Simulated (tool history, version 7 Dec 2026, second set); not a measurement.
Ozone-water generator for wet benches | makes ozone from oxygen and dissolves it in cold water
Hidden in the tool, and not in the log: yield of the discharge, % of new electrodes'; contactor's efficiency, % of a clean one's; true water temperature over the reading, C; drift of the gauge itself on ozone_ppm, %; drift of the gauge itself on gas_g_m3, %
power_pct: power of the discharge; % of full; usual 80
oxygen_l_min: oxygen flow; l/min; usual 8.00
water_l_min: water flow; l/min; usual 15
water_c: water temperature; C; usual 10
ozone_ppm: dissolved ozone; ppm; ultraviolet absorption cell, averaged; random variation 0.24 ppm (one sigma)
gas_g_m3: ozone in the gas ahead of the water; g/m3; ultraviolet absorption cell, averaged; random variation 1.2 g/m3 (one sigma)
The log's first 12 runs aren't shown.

| run | hour | power_pct | oxygen_l_min | water_l_min | water_c | hours of work since the electrodes were changed | hours of work since the contactor was cleaned | hours of work since the thermometer was calibrated | ozone_ppm | gas_g_m3 |
|---|---|---|---|---|---|---|---|---|---|---|
| 13 | 234.0 | 80 | 6.99 | 15 | 10 | 1004 | 3691 | 1863 | 34.4 | 221.1 |
| 14 | 248.0 | 80 | 8.00 | 15 | 6 | 1017 | 3703 | 1875 | 36.8 | 206.3 |
| 15 | 263.5 | 80 | 8.00 | 15 | 10 | 1030 | 3717 | 1889 | 34.3 | 206.7 |
| 16 | 291.8 | 80 | 8.00 | 15 | 10 | 1055 | 3741 | 1913 | 34.1 | 209.3 |
| 17 | 318.0 | 80 | 8.00 | 15 | 10 | 1077 | 3764 | 1936 | 34.0 | 206.3 |
| 18 | 344.9 | 80 | 6.39 | 15 | 10 | 1101 | 3787 | 1959 | 34.7 | 231.6 |
| 19 | 367.1 | 88 | 8.89 | 18 | 12 | 1120 | 3807 | 1979 | 31.3 | 214.1 |
| 20 | 379.7 | 88 | 8.89 | 18 | 12 | 1131 | 3818 | 1990 | 31.1 | 215.9 |
| 21 | 397.9 | 63 | 8.07 | 9 | 12 | 1147 | 3833 | 2005 | 37.4 | 169.8 |
| 22 | 412.6 | 64 | 10.26 | 15 | 10 | 1160 | 3846 | 2018 | 28.0 | 151.4 |
| 23 | 428.9 | 72 | 8.00 | 15 | 17 | 1174 | 3860 | 2032 | 27.6 | 187.9 |
| 24 | 453.0 | 57 | 9.08 | 16 | 6 | 1195 | 3881 | 2053 | 26.3 | 146.2 |
| 25 | 475.0 | 57 | 8.64 | 16 | 6 | 1214 | 3900 | 2072 | 26.6 | 150.4 |
| 26 | 496.1 | 57 | 8.64 | 16 | 6 | 1232 | 3919 | 2091 | 26.2 | 147.8 |
| 27 | 518.4 | 57 | 6.62 | 17 | 6 | 1252 | 3938 | 2110 | 24.7 | 169.0 |
| 28 | 545.5 | 50 | 13.20 | 13 | 15 | 1275 | 3962 | 2134 | 21.3 | 108.2 |
| 29 | 567.9 | 50 | 13.20 | 13 | 15 | 1295 | 3981 | 2153 | 21.1 | 108.8 |
| 30 | 594.6 | 50 | 13.20 | 13 | 15 | 1318 | 4004 | 2176 | 20.9 | 109.5 |
| 31 | 609.6 | 80 | 5.15 | 11 | 12 | 1331 | 4017 | 2189 | 42.3 | 254.4 |

4 ways to go on from here, each from the tool as it stands after run 31. What would each give?
| A | 627.9 | 61 | 8.00 | 15 | 16 | 1347 | 4033 | 2205 | ? | ? |
| B | 627.9 | 80 | 8.00 | 15 | 15 | 1347 | 4033 | 2205 | ? | ? |
| C | 627.9 | 52 | 8.00 | 15 | 9 | 1347 | 4033 | 2205 | ? | ? |
| D | 627.9 | 80 | 5.15 | 11 | 8 | 1347 | 4033 | 2205 | ? | ? |

| run | ozone_ppm | gas_g_m3 |
|---|---|---|
| A | 24.4 | 162.2 |
| B | 31.3 | 208.0 |
| C | 24.2 | 143.7 |
| D | 45.0 | 256.2 |
Without the tool's hidden state the same runs would have given:
| run | ozone_ppm | gas_g_m3 |
|---|---|---|
| A | 25.6 | 164.2 |
| B | 32.9 | 211.3 |
| C | 25.3 | 145.2 |
| D | 47.0 | 260.2 |
